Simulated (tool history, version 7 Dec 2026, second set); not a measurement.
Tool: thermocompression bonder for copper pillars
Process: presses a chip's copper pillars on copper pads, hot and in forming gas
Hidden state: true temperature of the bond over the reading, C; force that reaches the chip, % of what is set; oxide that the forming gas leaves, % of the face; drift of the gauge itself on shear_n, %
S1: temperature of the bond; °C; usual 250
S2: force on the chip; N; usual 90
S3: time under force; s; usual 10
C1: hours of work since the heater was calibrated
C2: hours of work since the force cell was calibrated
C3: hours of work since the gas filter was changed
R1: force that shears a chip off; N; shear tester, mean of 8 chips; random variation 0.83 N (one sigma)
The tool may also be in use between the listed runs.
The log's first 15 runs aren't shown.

run,hour,S1,S2,S3,C1,C2,C3,R1
16,148.7,250,101,10,132,523,53,67.3
17,162.1,250,101,10,142,533,63,65.2
18,172.0,250,101,10,150,541,71,67.5
19,186.6,250,90,10,161,552,82,60.1
20,200.2,250,90,10,171,562,92,59.1
21,206.5,250,90,10,176,567,97,59.6
22,216.6,250,103,10,184,575,105,65.8
23,222.8,258,61,11,189,580,110,47.6
24,232.3,272,128,11,196,587,117,97.6
25,246.9,272,128,11,207,598,128,93.6
26,258.1,254,60,6,216,607,137,33.0
27,269.7,254,60,6,225,615,146,33.2
28,283.0,254,58,6,235,626,156,31.9
# hour 291.0: forming gas filter changed
29,297.2,250,72,10,245,636,5,51.7
30,304.9,274,69,26,251,642,11,88.7
31,312.5,278,62,23,257,648,16,83.2
32,322.2,250,130,8,264,655,24,75.7
33,337.3,241,104,12,276,667,35,65.0
34,346.9,241,104,12,283,674,43,64.9
35,353.4,241,104,12,288,679,48,65.4
36,366.9,267,104,7,299,689,58,74.9
37,382.1,237,65,8,310,701,70,31.7
38,396.4,237,65,8,321,712,81,32.2
39,407.2,246,109,8,329,720,89,58.1

Forecast each of these 4 alternatives for the next run:
A,420.3,221,109,16,339,730,99,?
B,420.3,268,67,7,339,730,99,?
C,420.3,243,131,7,339,730,99,?
D,420.3,246,72,21,339,730,99,?

run,R1
A,53.7
B,48.4
C,63.9
D,58.4
Without the tool's hidden state the same runs would have given:
run,R1
A,62.9
B,56.4
C,74.1
D,67.8
